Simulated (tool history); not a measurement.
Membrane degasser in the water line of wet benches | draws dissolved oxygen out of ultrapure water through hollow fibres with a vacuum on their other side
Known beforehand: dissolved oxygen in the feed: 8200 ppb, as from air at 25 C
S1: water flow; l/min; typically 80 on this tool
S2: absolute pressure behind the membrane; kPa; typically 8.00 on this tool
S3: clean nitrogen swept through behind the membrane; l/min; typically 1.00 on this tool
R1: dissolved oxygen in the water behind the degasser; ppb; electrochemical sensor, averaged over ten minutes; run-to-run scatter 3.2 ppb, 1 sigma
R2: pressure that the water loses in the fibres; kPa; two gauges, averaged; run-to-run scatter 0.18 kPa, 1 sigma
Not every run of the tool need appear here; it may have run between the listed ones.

{"run": 1, "hour": 0.0, "S1": 80, "S2": 8.0, "S3": 1.0, "R1": 633.4, "R2": 33.26}
{"run": 2, "hour": 127.5, "S1": 80, "S2": 8.0, "S3": 1.0, "R1": 641.1, "R2": 33.29}
{"run": 3, "hour": 366.9, "S1": 80, "S2": 8.0, "S3": 1.0, "R1": 645.7, "R2": 33.34}
{"run": 4, "hour": 552.1, "S1": 80, "S2": 8.0, "S3": 1.0, "R1": 633.0, "R2": 33.36}
{"run": 5, "hour": 822.0, "S1": 80, "S2": 8.0, "S3": 1.0, "R1": 639.0, "R2": 33.35}
{"run": 6, "hour": 1051.9, "S1": 80, "S2": 8.0, "S3": 1.0, "R1": 644.8, "R2": 33.47}
{"run": 7, "hour": 1226.5, "S1": 80, "S2": 8.0, "S3": 1.0, "R1": 644.8, "R2": 33.62}
{"run": 8, "hour": 1357.9, "S1": 80, "S2": 8.0, "S3": 1.0, "R1": 643.7, "R2": 33.54}
{"run": 9, "hour": 1588.3, "S1": 80, "S2": 8.0, "S3": 1.0, "R1": 644.8, "R2": 34.03}
{"run": 10, "hour": 1849.4, "S1": 58, "S2": 8.0, "S3": 1.0, "R1": 517.9, "R2": 24.59}
{"run": 11, "hour": 1983.8, "S1": 58, "S2": 6.56, "S3": 1.0, "R1": 375.5, "R2": 24.96}
{"run": 12, "hour": 2208.0, "S1": 80, "S2": 8.0, "S3": 1.0, "R1": 649.9, "R2": 34.06}
{"run": 13, "hour": 2332.7, "S1": 80, "S2": 8.0, "S3": 1.0, "R1": 646.4, "R2": 33.97}
{"run": 14, "hour": 2589.6, "S1": 80, "S2": 6.49, "S3": 0.58, "R1": 633.1, "R2": 33.98}
{"run": 15, "hour": 2846.1, "S1": 103, "S2": 10.76, "S3": 0.58, "R1": 1491.7, "R2": 44.09}
{"run": 16, "hour": 2982.4, "S1": 80, "S2": 7.81, "S3": 1.0, "R1": 628.0, "R2": 34.21}
{"hour": 2999.7, "done": "vacuum gauge calibrated"}
{"run": 17, "hour": 3249.6, "S1": 80, "S2": 7.81, "S3": 1.0, "R1": 647.8, "R2": 34.55}
{"run": 18, "hour": 3428.9, "S1": 80, "S2": 7.81, "S3": 1.0, "R1": 649.7, "R2": 34.59}
{"run": 19, "hour": 3690.4, "S1": 80, "S2": 7.81, "S3": 1.0, "R1": 648.9, "R2": 34.23}
{"run": 20, "hour": 3894.9, "S1": 72, "S2": 10.36, "S3": 2.23, "R1": 492.8, "R2": 31.17}
{"run": 21, "hour": 4032.4, "S1": 72, "S2": 10.36, "S3": 2.23, "R1": 497.3, "R2": 31.17}
{"run": 22, "hour": 4146.0, "S1": 52, "S2": 6.04, "S3": 0.51, "R1": 500.7, "R2": 22.58}
{"hour": 4240.8, "done": "vacuum gauge calibrated, once more"}
{"run": 23, "hour": 4379.4, "S1": 80, "S2": 8.45, "S3": 1.0, "R1": 668.4, "R2": 34.54}
{"run": 24, "hour": 4504.9, "S1": 78, "S2": 6.01, "S3": 1.58, "R1": 268.4, "R2": 33.91}
{"run": 25, "hour": 4661.4, "S1": 120, "S2": 5.82, "S3": 1.28, "R1": 405.5, "R2": 52.44}

Below are 5 alternative next runs, each starting from the tool's condition after run 25. Predict each:
{"run": "A", "hour": 4886.9, "S1": 120, "S2": 6.95, "S3": 1.28, "R1": "?", "R2": "?"}
{"run": "B", "hour": 4886.9, "S1": 120, "S2": 5.82, "S3": 0.53, "R1": "?", "R2": "?"}
{"run": "C", "hour": 4886.9, "S1": 115, "S2": 12.97, "S3": 1.0, "R1": "?", "R2": "?"}
{"run": "D", "hour": 4886.9, "S1": 97, "S2": 5.82, "S3": 1.59, "R1": "?", "R2": "?"}
{"run": "E", "hour": 4886.9, "S1": 70, "S2": 8.0, "S3": 1.0, "R1": "?", "R2": "?"}

run=A R1=561.4 R2=52.21
run=B R1=625.1 R2=52.33
run=C R1=1477.9 R2=49.74
run=D R1=302.8 R2=42.50
run=E R1=560.6 R2=30.51
Had the tool no hidden state, the same runs would have come out as:
run=A R1=547.3 R2=46.85
run=B R1=613.1 R2=46.99
run=C R1=1470.2 R2=44.62
run=D R1=293.4 R2=38.16
run=E R1=558.1 R2=27.39

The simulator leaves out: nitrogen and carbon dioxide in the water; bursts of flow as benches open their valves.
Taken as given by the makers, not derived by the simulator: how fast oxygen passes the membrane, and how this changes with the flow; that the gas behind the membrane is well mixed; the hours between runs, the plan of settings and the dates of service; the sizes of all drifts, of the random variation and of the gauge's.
